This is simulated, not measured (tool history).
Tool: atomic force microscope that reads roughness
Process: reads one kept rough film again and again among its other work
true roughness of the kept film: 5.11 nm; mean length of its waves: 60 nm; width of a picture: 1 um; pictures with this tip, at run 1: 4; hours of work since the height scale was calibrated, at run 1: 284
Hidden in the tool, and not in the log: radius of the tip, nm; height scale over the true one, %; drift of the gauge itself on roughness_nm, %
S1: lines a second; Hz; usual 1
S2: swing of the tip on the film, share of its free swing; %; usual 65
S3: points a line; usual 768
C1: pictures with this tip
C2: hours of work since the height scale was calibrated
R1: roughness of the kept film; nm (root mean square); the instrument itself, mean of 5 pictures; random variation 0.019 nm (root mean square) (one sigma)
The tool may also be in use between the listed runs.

{"run": 1, "hour": 0.0, "S1": 1, "S2": 65, "S3": 768, "C1": 4, "C2": 284, "R1": 4.683}
{"run": 2, "hour": 14.6, "S1": 1, "S2": 75, "S3": 768, "C1": 30, "C2": 293, "R1": 4.504}
{"run": 3, "hour": 43.6, "S1": 1, "S2": 75, "S3": 768, "C1": 80, "C2": 312, "R1": 4.346}
{"run": 4, "hour": 67.4, "S1": 1, "S2": 75, "S3": 768, "C1": 122, "C2": 328, "R1": 4.203}
{"run": 5, "hour": 82.6, "S1": 1, "S2": 73, "S3": 768, "C1": 148, "C2": 338, "R1": 4.138}
{"hour": 91.7, "done": "new tip fitted"}
{"run": 6, "hour": 110.3, "S1": 1, "S2": 73, "S3": 768, "C1": 32, "C2": 356, "R1": 4.533}
{"run": 7, "hour": 125.8, "S1": 2.37, "S2": 73, "S3": 768, "C1": 59, "C2": 366, "R1": 4.175}
{"run": 8, "hour": 139.3, "S1": 0.55, "S2": 55, "S3": 768, "C1": 83, "C2": 375, "R1": 4.453}
{"run": 9, "hour": 157.3, "S1": 1.38, "S2": 78, "S3": 414, "C1": 114, "C2": 387, "R1": 4.065}

Run 10 comes next. What will it give?
{"run": 10, "hour": 182.5, "S1": 1.38, "S2": 78, "S3": 414, "C1": 158, "C2": 403, "R1": "?"}

Run 10 gave R1 3.953 nm (root mean square).
Without the tool's hidden state the same run would have given R1 4.453 nm (root mean square).

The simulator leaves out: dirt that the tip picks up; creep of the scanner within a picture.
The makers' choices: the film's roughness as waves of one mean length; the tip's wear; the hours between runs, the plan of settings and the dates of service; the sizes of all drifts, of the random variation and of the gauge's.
